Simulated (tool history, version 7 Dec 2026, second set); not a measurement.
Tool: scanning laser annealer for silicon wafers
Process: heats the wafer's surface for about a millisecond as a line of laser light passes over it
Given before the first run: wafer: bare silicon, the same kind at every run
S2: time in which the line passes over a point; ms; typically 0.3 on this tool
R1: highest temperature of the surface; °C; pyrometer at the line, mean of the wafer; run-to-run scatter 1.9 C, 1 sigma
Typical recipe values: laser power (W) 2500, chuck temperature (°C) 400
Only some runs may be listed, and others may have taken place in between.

run 1 hour=0 | laser_power_(W)=2500 S2=0.3 chuck_temperature_(°C)=400 | R1=1073
run 2 hour=21.6 | laser_power_(W)=2500 S2=0.3 chuck_temperature_(°C)=400 | R1=1063
run 3 hour=34.3 | laser_power_(W)=2500 S2=0.3 chuck_temperature_(°C)=400 | R1=1066
run 4 hour=56.6 | laser_power_(W)=2500 S2=0.3 chuck_temperature_(°C)=400 | R1=1060
-- hour=72.6 window over the wafer cleaned
run 5 hour=72.6 | laser_power_(W)=2500 S2=0.256 chuck_temperature_(°C)=400 | R1=1045
run 6 hour=86.9 | laser_power_(W)=2500 S2=0.256 chuck_temperature_(°C)=400 | R1=1047
run 7 hour=102.1 | laser_power_(W)=2500 S2=0.307 chuck_temperature_(°C)=400 | R1=1110
run 8 hour=122.7 | laser_power_(W)=2500 S2=0.307 chuck_temperature_(°C)=400 | R1=1114
run 9 hour=144.1 | laser_power_(W)=2500 S2=0.307 chuck_temperature_(°C)=400 | R1=1111
run 10 hour=163.7 | laser_power_(W)=2500 S2=0.357 chuck_temperature_(°C)=400 | R1=1176
run 11 hour=179.3 | laser_power_(W)=2500 S2=0.357 chuck_temperature_(°C)=400 | R1=1173
run 12 hour=205.6 | laser_power_(W)=2500 S2=0.357 chuck_temperature_(°C)=400 | R1=1170
run 13 hour=231.2 | laser_power_(W)=2500 S2=0.3 chuck_temperature_(°C)=361 | R1=1054
run 14 hour=255.4 | laser_power_(W)=2500 S2=0.3 chuck_temperature_(°C)=400 | R1=1091
run 15 hour=281.2 | laser_power_(W)=2500 S2=0.3 chuck_temperature_(°C)=400 | R1=1087
run 16 hour=310.1 | laser_power_(W)=2500 S2=0.3 chuck_temperature_(°C)=400 | R1=1086
run 17 hour=330.9 | laser_power_(W)=2500 S2=0.3 chuck_temperature_(°C)=400 | R1=1084
run 18 hour=349.4 | laser_power_(W)=2500 S2=0.3 chuck_temperature_(°C)=400 | R1=1082
run 19 hour=371.1 | laser_power_(W)=2500 S2=0.3 chuck_temperature_(°C)=400 | R1=1083
run 20 hour=397.9 | laser_power_(W)=2500 S2=0.3 chuck_temperature_(°C)=400 | R1=1078
run 21 hour=411.1 | laser_power_(W)=2500 S2=0.3 chuck_temperature_(°C)=400 | R1=1079
run 22 hour=433.8 | laser_power_(W)=2500 S2=0.3 chuck_temperature_(°C)=400 | R1=1073
run 23 hour=451.6 | laser_power_(W)=2689 S2=0.296 chuck_temperature_(°C)=413 | R1=1145
run 24 hour=475.2 | laser_power_(W)=2732 S2=0.3 chuck_temperature_(°C)=368 | R1=1120
run 25 hour=492 | laser_power_(W)=2542 S2=0.218 chuck_temperature_(°C)=382 | R1=952
run 26 hour=511.5 | laser_power_(W)=2528 S2=0.303 chuck_temperature_(°C)=392 | R1=1073
run 27 hour=535.4 | laser_power_(W)=2240 S2=0.336 chuck_temperature_(°C)=392 | R1=1006
run 28 hour=552.5 | laser_power_(W)=2660 S2=0.342 chuck_temperature_(°C)=392 | R1=1173
-- hour=558.9 optics aligned, line set to its width
run 29 hour=571.3 | laser_power_(W)=2181 S2=0.288 chuck_temperature_(°C)=389 | R1=927
run 30 hour=590 | laser_power_(W)=2181 S2=0.288 chuck_temperature_(°C)=389 | R1=925
run 31 hour=614.5 | laser_power_(W)=2459 S2=0.321 chuck_temperature_(°C)=429 | R1=1100
run 32 hour=628.5 | laser_power_(W)=2600 S2=0.301 chuck_temperature_(°C)=385 | R1=1076
run 33 hour=642.9 | laser_power_(W)=2500 S2=0.373 chuck_temperature_(°C)=366 | R1=1104
run 34 hour=669.9 | laser_power_(W)=2500 S2=0.373 chuck_temperature_(°C)=366 | R1=1100
run 35 hour=686.8 | laser_power_(W)=2500 S2=0.373 chuck_temperature_(°C)=366 | R1=1099
-- hour=710.4 window over the wafer cleaned
run 36 hour=712.7 | laser_power_(W)=2500 S2=0.373 chuck_temperature_(°C)=366 | R1=1160
-- hour=727.3 optics aligned, line set to its width, once more
run 37 hour=730.7 | laser_power_(W)=2500 S2=0.373 chuck_temperature_(°C)=366 | R1=1177
run 38 hour=755.3 | laser_power_(W)=2500 S2=0.373 chuck_temperature_(°C)=366 | R1=1174
run 39 hour=771.3 | laser_power_(W)=2500 S2=0.373 chuck_temperature_(°C)=366 | R1=1173
run 40 hour=793 | laser_power_(W)=2500 S2=0.3 chuck_temperature_(°C)=405 | R1=1112

Pick out some run-to-run changes in R1. Of each, how much would a tool without hidden state show as well, from the settings, what came in and chance, and how much is left for the hidden state and any gauge scatter not in both results compared?
Hidden state present: light that passes the window, % of a clean one's; laser's true power over the reading, %; width of the line over the set one, %; drift of the gauge itself on peak_c, C.
Run 4 -> 5: S2 0.3 -> 0.256, window over the wafer cleaned. R1 -15 °C: hidden state +49, all else -64.
Run 24 -> 25: laser power (W) 2732 -> 2542, S2 0.3 -> 0.218, chuck temperature (°C) 368 -> 382. R1 -168 °C: hidden state +12, all else -180.
Run 28 -> 29: laser power (W) 2660 -> 2181, S2 0.342 -> 0.288, chuck temperature (°C) 392 -> 389, optics aligned, line set to its width. R1 -246 °C: hidden state +17, all else -263.
Run 30 -> 31: laser power (W) 2181 -> 2459, S2 0.288 -> 0.321, chuck temperature (°C) 389 -> 429. R1 +175 °C: hidden state -14, all else +189.
Run 35 -> 36: window over the wafer cleaned. R1 +61 °C: hidden state +57, all else +4.
